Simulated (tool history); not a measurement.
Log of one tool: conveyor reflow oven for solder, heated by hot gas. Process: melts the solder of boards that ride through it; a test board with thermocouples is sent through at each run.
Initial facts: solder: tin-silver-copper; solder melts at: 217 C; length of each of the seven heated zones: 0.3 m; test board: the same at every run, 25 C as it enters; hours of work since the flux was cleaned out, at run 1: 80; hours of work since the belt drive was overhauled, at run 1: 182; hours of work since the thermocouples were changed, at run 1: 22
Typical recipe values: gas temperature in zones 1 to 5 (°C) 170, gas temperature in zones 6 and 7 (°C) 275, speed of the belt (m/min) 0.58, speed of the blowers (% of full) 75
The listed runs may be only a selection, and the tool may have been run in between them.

run   hour  gas temperature in zones 1 to 5 (°C)  gas temperature in zones 6 and 7 (°C)  speed of the belt (m/min)  speed of the blowers (% of full)  hours of work since the flux was cleaned out  hours of work since the belt drive was overhauled  hours of work since the thermocouples were changed  highest temperature of the board (°C)  time above the solder's melting point (s)
  1      0                                   170                                    275                       0.58                                75                                            80                                                182                                                  22                                  258.6                                         49
  2   20.3                                   170                                    275                       0.58                                75                                            89                                                191                                                  31                                  258.9                                       48.9
  3   30.7                                   170                                    275                       0.58                                75                                            93                                                195                                                  36                                    259                                       49.1
  4   50.1                                   170                                    275                       0.58                                75                                           102                                                204                                                  44                                  258.7                                       48.9
  5   61.1                                   170                                    275                       0.58                                75                                           107                                                209                                                  49                                  258.7                                       49.1
  6   73.8                                   170                                    275                       0.58                                75                                           112                                                214                                                  55                                  258.2                                       48.8
  7   94.2                                   170                                    275                       0.58                                75                                           121                                                223                                                  64                                  258.2                                       48.7
  8  114.4                                   170                                    275                       0.58                                75                                           130                                                232                                                  73                                  258.3                                       48.8
  9  132.6                                   170                                    275                       0.58                                86                                           138                                                240                                                  81                                  260.4                                       50.1
 10  150.4                                   179                                    275                       0.58                                75                                           146                                                248                                                  88                                  259.7                                         52

What does the tool deliver on the next run?
 11  162.3                                   179                                    275                       0.58                                75                                           151                                                253                                                  94                                      ?                                          ?

{"run 11": {"highest temperature of the board (°C)": 259.6, "time above the solder's melting point (s)": 52}}
If the tool had no hidden condition, the same run with the same run-to-run variation would have returned highest temperature of the board (°C) 260.8, time above the solder's melting point (s) 52.3.
